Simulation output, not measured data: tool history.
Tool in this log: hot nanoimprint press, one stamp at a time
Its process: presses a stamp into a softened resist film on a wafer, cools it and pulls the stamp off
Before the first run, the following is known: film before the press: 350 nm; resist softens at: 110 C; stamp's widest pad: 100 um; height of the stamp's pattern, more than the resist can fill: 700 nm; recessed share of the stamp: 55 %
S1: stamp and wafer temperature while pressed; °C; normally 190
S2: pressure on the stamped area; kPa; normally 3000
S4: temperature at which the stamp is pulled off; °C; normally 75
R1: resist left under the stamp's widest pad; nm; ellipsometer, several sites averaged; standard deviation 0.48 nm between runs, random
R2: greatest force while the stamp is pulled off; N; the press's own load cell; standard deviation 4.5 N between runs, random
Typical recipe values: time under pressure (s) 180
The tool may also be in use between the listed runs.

Run 1, hour 0.0: usual settings. Result: R1 149.0 nm, R2 349 N.
Run 2, hour 6.7: usual settings. Result: R1 148.7 nm, R2 351 N.
Run 3, hour 11.0: usual settings. Result: R1 149.2 nm, R2 364 N.
Run 4, hour 15.6: usual settings but S4 67 °C. Result: R1 149.0 nm, R2 393 N.
At hour 23.8: stamp cleaned and given a new release coat.
Run 5, hour 30.2: usual settings but S4 67 °C. Result: R1 148.3 nm, R2 242 N.
Run 6, hour 38.1: usual settings but S4 67 °C. Result: R1 148.9 nm, R2 244 N.
Run 7, hour 42.8: usual settings but S4 67 °C. Result: R1 148.6 nm, R2 242 N.
Run 8, hour 49.1: usual settings but S4 67 °C. Result: R1 149.3 nm, R2 241 N.
Run 9, hour 58.7: usual settings but S2 2340 kPa. Result: R1 166.5 nm, R2 226 N.
Run 10, hour 64.5: usual settings but S2 2340 kPa. Result: R1 166.6 nm, R2 229 N.
Run 11, hour 71.6: usual settings but S2 2340 kPa. Result: R1 167.3 nm, R2 223 N.
Run 12, hour 80.1: usual settings but S4 66 °C. Result: R1 149.5 nm, R2 257 N.
Run 13, hour 85.2: usual settings but S4 66 °C. Result: R1 148.3 nm, R2 252 N.
Run 14, hour 92.2: usual settings but S2 3460 kPa. Result: R1 139.9 nm, R2 229 N.
Run 15, hour 99.7: usual settings but S2 3460 kPa. Result: R1 140.5 nm, R2 234 N.
Run 16, hour 105.8: usual settings but S4 78 °C. Result: R1 149.0 nm, R2 236 N.
Run 17, hour 110.8: usual settings but S1 195 °C, time under pressure (s) 182, S4 78 °C. Result: R1 123.5 nm, R2 225 N.
At hour 114.5: plate thermocouple calibrated.
Run 18, hour 123.7: usual settings but S1 195 °C, time under pressure (s) 182, S4 78 °C. Result: R1 123.6 nm, R2 232 N.
At hour 132.8: plate thermocouple calibrated, once more.
Run 19, hour 133.7: usual settings but S1 195 °C, time under pressure (s) 182, S4 78 °C. Result: R1 125.4 nm, R2 238 N.
Run 20, hour 140.1: usual settings but S1 194 °C, S2 4520 kPa, time under pressure (s) 182, S4 77 °C. Result: R1 107.2 nm, R2 245 N.
Run 21, hour 146.8: usual settings but S1 194 °C, S2 4520 kPa, time under pressure (s) 182, S4 77 °C. Result: R1 107.5 nm, R2 239 N.
Run 22, hour 153.2: usual settings but S1 194 °C, S2 4520 kPa, time under pressure (s) 182, S4 77 °C. Result: R1 107.7 nm, R2 237 N.
Run 23, hour 159.8: usual settings but S1 184 °C, S2 2630 kPa, time under pressure (s) 115, S4 70 °C. Result: R1 227.0 nm, R2 268 N.
Run 24, hour 169.2: usual settings but S1 184 °C, S2 4100 kPa, time under pressure (s) 220, S4 63 °C. Result: R1 153.8 nm, R2 283 N.
Run 25, hour 176.0: usual settings but S1 184 °C, S2 4100 kPa, time under pressure (s) 291, S4 63 °C. Result: R1 138.4 nm, R2 288 N.
Run 26, hour 184.9: usual settings but S2 3670 kPa, S4 71 °C. Result: R1 139.9 nm, R2 279 N.
Run 27, hour 194.5: usual settings but S2 3670 kPa, S4 71 °C. Result: R1 139.1 nm, R2 271 N.
Run 28, hour 204.5: usual settings but S1 179 °C, time under pressure (s) 127. Result: R1 244.0 nm, R2 258 N.
Run 29, hour 208.5: usual settings but S1 194 °C, S2 2020 kPa, time under pressure (s) 98. Result: R1 196.8 nm, R2 263 N.

What if the next run were any one of these 3? Each begins from the tool's condition after run 29:
Run A, hour 213.7: usual settings but S1 194 °C, S2 2020 kPa, time under pressure (s) 98, S4 65 °C. Result: R1 ?, R2 ?.
Run B, hour 213.7: usual settings but S1 179 °C, S2 3840 kPa, S4 61 °C. Result: R1 ?, R2 ?.
Run C, hour 213.7: usual settings but S1 200 °C, S2 3080 kPa, time under pressure (s) 98. Result: R1 ?, R2 ?.

run     R1   R2
  A  195.9  297
  B  204.0  308
  C  134.9  263
What these runs would have given with no unlogged condition in the tool:
run     R1   R2
  A  193.8  247
  B  201.1  256
  C  133.0  218
